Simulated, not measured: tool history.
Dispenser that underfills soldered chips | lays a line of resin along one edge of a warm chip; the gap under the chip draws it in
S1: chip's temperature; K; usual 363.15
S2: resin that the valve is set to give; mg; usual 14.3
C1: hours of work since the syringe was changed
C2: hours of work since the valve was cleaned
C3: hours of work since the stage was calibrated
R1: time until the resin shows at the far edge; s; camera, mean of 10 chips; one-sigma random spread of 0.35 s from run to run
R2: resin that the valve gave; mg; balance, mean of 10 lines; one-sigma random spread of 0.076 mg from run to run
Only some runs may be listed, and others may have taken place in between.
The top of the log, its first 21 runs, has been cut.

run 22 hour=74.2 | S1=364.15 S2=14.4 | C1=7 C2=94 C3=53 | R1=22.5 R2=13.04
run 23 hour=77.3 | S1=366.15 S2=17.7 | C1=9 C2=96 C3=55 | R1=22.4 R2=16.00
-- hour=78.1 new syringe of resin
run 24 hour=80.6 | S1=349.15 S2=14.3 | C1=2 C2=98 C3=57 | R1=28.5 R2=12.93
run 25 hour=85.2 | S1=368.15 S2=17.7 | C1=5 C2=101 C3=60 | R1=18.0 R2=16.06
run 26 hour=88.3 | S1=367.15 S2=14.4 | C1=7 C2=103 C3=62 | R1=20.7 R2=12.94
-- hour=91.3 dispensing valve cleaned and set on the balance
-- hour=92.9 new syringe of resin
run 27 hour=94.6 | S1=351.15 S2=13.4 | C1=1 C2=2 C3=65 | R1=26.6 R2=13.44
run 28 hour=99.0 | S1=351.15 S2=13.4 | C1=4 C2=5 C3=68 | R1=28.8 R2=13.49
run 29 hour=102.8 | S1=351.15 S2=13.4 | C1=6 C2=7 C3=70 | R1=31.8 R2=13.22
-- hour=106.7 new syringe of resin
run 30 hour=107.1 | S1=377.15 S2=13.4 | C1=0 C2=10 C3=73 | R1=12.0 R2=13.24
run 31 hour=109.5 | S1=377.15 S2=13.4 | C1=2 C2=11 C3=74 | R1=12.9 R2=13.38
run 32 hour=112.9 | S1=377.15 S2=13.4 | C1=4 C2=14 C3=77 | R1=13.8 R2=13.31
run 33 hour=117.8 | S1=355.15 S2=15.3 | C1=7 C2=17 C3=80 | R1=28.0 R2=15.11
-- hour=120.6 new syringe of resin
run 34 hour=120.9 | S1=361.15 S2=15.9 | C1=0 C2=19 C3=82 | R1=18.2 R2=15.59
run 35 hour=124.8 | S1=375.15 S2=16.9 | C1=3 C2=21 C3=84 | R1=13.1 R2=16.63
run 36 hour=129.3 | S1=375.15 S2=16.9 | C1=6 C2=24 C3=87 | R1=15.6 R2=16.44

What if the next run were any one of these 4? Each begins from the tool's condition after run 36:
run A hour=132.1 | S1=376.15 S2=15.0 | C1=7 C2=26 C3=89 | R1=? R2=?
run B hour=132.1 | S1=359.15 S2=16.9 | C1=7 C2=26 C3=89 | R1=? R2=?
run C hour=132.1 | S1=367.15 S2=12.3 | C1=7 C2=26 C3=89 | R1=? R2=?
run D hour=132.1 | S1=356.15 S2=15.7 | C1=7 C2=26 C3=89 | R1=? R2=?

run=A R1=16.3 R2=14.65
run=B R1=25.9 R2=16.45
run=C R1=22.5 R2=11.99
run=D R1=28.6 R2=15.34
Had the tool no hidden state, the same runs would have come out as:
run=A R1=12.0 R2=15.01
run=B R1=19.1 R2=16.85
run=C R1=16.5 R2=12.29
run=D R1=21.3 R2=15.72

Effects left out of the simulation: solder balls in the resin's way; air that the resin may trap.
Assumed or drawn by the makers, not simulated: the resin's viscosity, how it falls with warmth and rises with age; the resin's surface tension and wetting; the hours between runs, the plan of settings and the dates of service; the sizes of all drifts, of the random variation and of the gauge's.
